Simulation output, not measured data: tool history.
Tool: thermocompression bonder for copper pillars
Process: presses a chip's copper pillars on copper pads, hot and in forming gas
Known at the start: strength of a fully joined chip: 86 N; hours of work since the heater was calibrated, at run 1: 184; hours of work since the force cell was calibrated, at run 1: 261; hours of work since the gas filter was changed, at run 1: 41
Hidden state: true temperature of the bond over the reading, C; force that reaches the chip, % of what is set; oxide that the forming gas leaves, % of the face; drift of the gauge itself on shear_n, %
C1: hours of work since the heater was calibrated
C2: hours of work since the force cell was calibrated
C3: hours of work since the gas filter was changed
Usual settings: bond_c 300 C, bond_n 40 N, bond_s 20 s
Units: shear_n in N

run 1 day=0.000 | bond_c=300 bond_n=40 bond_s=20 | C1=184 C2=261 C3=41 | shear_n=32.5
run 2 day=0.421 | bond_c=300 bond_n=40 bond_s=20 | C1=190 C2=267 C3=47 | shear_n=31.9
run 3 day=0.642 | bond_c=300 bond_n=40 bond_s=20 | C1=193 C2=270 C3=50 | shear_n=31.2
run 4 day=0.954 | bond_c=300 bond_n=40 bond_s=17 | C1=197 C2=275 C3=54 | shear_n=29.5
run 5 day=1.383 | bond_c=300 bond_n=40 bond_s=20 | C1=203 C2=280 C3=60 | shear_n=32.8
run 6 day=1.738 | bond_c=300 bond_n=40 bond_s=20 | C1=208 C2=285 C3=65 | shear_n=31.7
run 7 day=2.196 | bond_c=300 bond_n=40 bond_s=20 | C1=214 C2=291 C3=71 | shear_n=31.9
run 8 day=2.596 | bond_c=300 bond_n=40 bond_s=31 | C1=220 C2=297 C3=76 | shear_n=37.8
run 9 day=2.808 | bond_c=300 bond_n=40 bond_s=31 | C1=223 C2=300 C3=79 | shear_n=36.8
run 10 day=3.183 | bond_c=300 bond_n=40 bond_s=31 | C1=228 C2=305 C3=84 | shear_n=37.1
run 11 day=3.667 | bond_c=300 bond_n=40 bond_s=31 | C1=234 C2=312 C3=91 | shear_n=36.4
run 12 day=4.146 | bond_c=300 bond_n=40 bond_s=31 | C1=241 C2=318 C3=98 | shear_n=37.3
run 13 day=4.429 | bond_c=300 bond_n=40 bond_s=31 | C1=245 C2=322 C3=101 | shear_n=37.0
run 14 day=4.871 | bond_c=272 bond_n=40 bond_s=20 | C1=251 C2=328 C3=107 | shear_n=23.7
run 15 day=5.188 | bond_c=272 bond_n=40 bond_s=20 | C1=255 C2=332 C3=112 | shear_n=24.1
run 16 day=5.446 | bond_c=300 bond_n=40 bond_s=20 | C1=259 C2=336 C3=115 | shear_n=28.9
run 17 day=5.888 | bond_c=300 bond_n=40 bond_s=20 | C1=265 C2=342 C3=121 | shear_n=30.8
run 18 day=6.121 | bond_c=300 bond_n=40 bond_s=20 | C1=268 C2=345 C3=125 | shear_n=31.7
run 19 day=6.604 | bond_c=300 bond_n=40 bond_s=20 | C1=275 C2=352 C3=131 | shear_n=30.7
run 20 day=6.904 | bond_c=300 bond_n=40 bond_s=20 | C1=279 C2=356 C3=135 | shear_n=31.7
run 21 day=7.262 | bond_c=279 bond_n=33 bond_s=20 | C1=284 C2=361 C3=140 | shear_n=21.3
run 22 day=7.542 | bond_c=316 bond_n=47 bond_s=20 | C1=287 C2=365 C3=144 | shear_n=40.8
run 23 day=7.792 | bond_c=296 bond_n=28 bond_s=30 | C1=291 C2=368 C3=147 | shear_n=25.7
-- day=7.900 force cell calibrated
-- day=8.233 forming gas filter changed
run 24 day=8.325 | bond_c=296 bond_n=28 bond_s=30 | C1=297 C2=6 C3=1 | shear_n=26.9
run 25 day=8.683 | bond_c=296 bond_n=53 bond_s=30 | C1=302 C2=10 C3=6 | shear_n=43.9
run 26 day=9.100 | bond_c=296 bond_n=53 bond_s=30 | C1=308 C2=16 C3=12 | shear_n=43.3
run 27 day=9.608 | bond_c=271 bond_n=37 bond_s=11 | C1=315 C2=23 C3=19 | shear_n=17.3
-- day=9.779 force cell calibrated, once more
run 28 day=9.946 | bond_c=271 bond_n=37 bond_s=11 | C1=318 C2=2 C3=23 | shear_n=17.1
run 29 day=10.350 | bond_c=300 bond_n=40 bond_s=34 | C1=324 C2=8 C3=28 | shear_n=38.6
run 30 day=10.825 | bond_c=308 bond_n=56 bond_s=16 | C1=330 C2=14 C3=35 | shear_n=39.5
run 31 day=11.033 | bond_c=308 bond_n=56 bond_s=16 | C1=333 C2=17 C3=37 | shear_n=39.3
run 32 day=11.250 | bond_c=299 bond_n=47 bond_s=13 | C1=336 C2=20 C3=40 | shear_n=29.9
run 33 day=11.679 | bond_c=299 bond_n=57 bond_s=19 | C1=342 C2=26 C3=46 | shear_n=39.4
run 34 day=11.929 | bond_c=300 bond_n=40 bond_s=28 | C1=346 C2=29 C3=50 | shear_n=35.9
run 35 day=12.225 | bond_c=300 bond_n=40 bond_s=28 | C1=350 C2=33 C3=54 | shear_n=35.4
run 36 day=12.454 | bond_c=317 bond_n=40 bond_s=17 | C1=353 C2=37 C3=57 | shear_n=34.6
run 37 day=12.921 | bond_c=317 bond_n=40 bond_s=17 | C1=359 C2=43 C3=63 | shear_n=34.0
run 38 day=13.217 | bond_c=317 bond_n=40 bond_s=17 | C1=363 C2=47 C3=67 | shear_n=33.9
run 39 day=13.692 | bond_c=322 bond_n=40 bond_s=18 | C1=370 C2=54 C3=74 | shear_n=36.7

Forecast each of these 5 alternatives for the next run:
run A day=14.183 | bond_c=322 bond_n=59 bond_s=18 | C1=376 C2=60 C3=81 | shear_n=?
run B day=14.183 | bond_c=300 bond_n=38 bond_s=20 | C1=376 C2=60 C3=81 | shear_n=?
run C day=14.183 | bond_c=300 bond_n=47 bond_s=57 | C1=376 C2=60 C3=81 | shear_n=?
run D day=14.183 | bond_c=322 bond_n=56 bond_s=12 | C1=376 C2=60 C3=81 | shear_n=?
run E day=14.183 | bond_c=282 bond_n=45 bond_s=18 | C1=376 C2=60 C3=81 | shear_n=?

run=A shear_n=46.3
run=B shear_n=29.4
run=C shear_n=49.6
run=D shear_n=39.6
run=E shear_n=27.6
Without the tool's hidden state the same runs would have given:
run=A shear_n=48.8
run=B shear_n=31.3
run=C shear_n=52.3
run=D shear_n=41.9
run=E shear_n=29.3

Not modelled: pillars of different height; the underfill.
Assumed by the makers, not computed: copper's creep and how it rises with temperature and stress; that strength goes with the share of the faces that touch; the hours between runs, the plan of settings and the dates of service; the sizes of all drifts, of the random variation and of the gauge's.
